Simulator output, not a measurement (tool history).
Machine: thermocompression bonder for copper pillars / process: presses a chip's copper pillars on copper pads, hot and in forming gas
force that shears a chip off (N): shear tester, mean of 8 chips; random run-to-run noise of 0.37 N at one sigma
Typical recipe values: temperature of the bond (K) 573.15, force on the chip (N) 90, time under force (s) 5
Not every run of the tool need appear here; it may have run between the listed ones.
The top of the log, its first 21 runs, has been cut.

run   hour  temperature of the bond (K)  force on the chip (N)  time under force (s)  hours of work since the heater was calibrated  hours of work since the force cell was calibrated  hours of work since the gas filter was changed  force that shears a chip off (N)
 22  249.7                       575.15                     82                     5                                            828                                                409                                             350                              24.0
     258.1  -- forming gas filter changed
 23  259.9                       553.15                     82                    13                                            834                                                416                                               1                              29.9
 24  273.6                       600.15                    133                    13                                            844                                                425                                              11                              57.0
 25  282.2                       578.15                     90                     7                                            849                                                431                                              16                              31.1
     290.8  -- heater calibrated with a thermocouple chip
 26  292.6                       559.15                     90                     3                                              1                                                437                                              22                              20.2
 27  300.8                       573.15                     90                     4                                              7                                                442                                              28                              26.6
 28  308.8                       573.15                     90                     4                                             12                                                448                                              33                              25.7
     311.9  -- force cell calibrated
 29  323.2                       591.15                     90                     3                                             21                                                  8                                              42                              27.8
 30  333.7                       591.15                     90                     3                                             28                                                 15                                              49                              28.1
 31  350.4                       556.15                    125                    11                                             39                                                 26                                              60                              39.4
     361.1  -- force cell calibrated, once more
 32  368.1                       555.15                     81                     3                                             51                                                  5                                              71                              17.8
 33  380.6                       558.15                     89                     5                                             59                                                 13                                              80                              23.8
 34  389.9                       558.15                     81                     4                                             65                                                 20                                              86                              20.1
 35  404.2                       572.15                    119                     5                                             75                                                 29                                              96                              32.6
 36  419.5                       573.15                     59                     5                                             85                                                 40                                             106                              21.6
 37  429.8                       599.15                     91                     5                                             92                                                 47                                             113                              35.8
 38  443.6                       599.15                     91                     5                                            102                                                 56                                             123                              35.5
 39  457.5                       599.15                     91                     5                                            111                                                 65                                             132                              35.4
 40  465.5                       559.15                    130                     4                                            117                                                 71                                             138                              28.1
 41  474.7                       559.15                    130                     4                                            123                                                 77                                             144                              27.3

Predict each of these 3 candidate next runs independently; none follows another, all start after run 41:
  A  486.5                       573.15                    133                     4                                            131                                                 85                                             152                                 ?
  B  486.5                       598.15                     90                     5                                            131                                                 85                                             152                                 ?
  C  486.5                       559.15                    130                     5                                            131                                                 85                                             152                                 ?

run  force that shears a chip off (N)
  A                              33.2
  B                              34.5
  C                              30.4
With the hidden condition removed and each run's random variation left untouched, the same runs would have given:
run  force that shears a chip off (N)
  A                              34.9
  B                              36.3
  C                              32.1
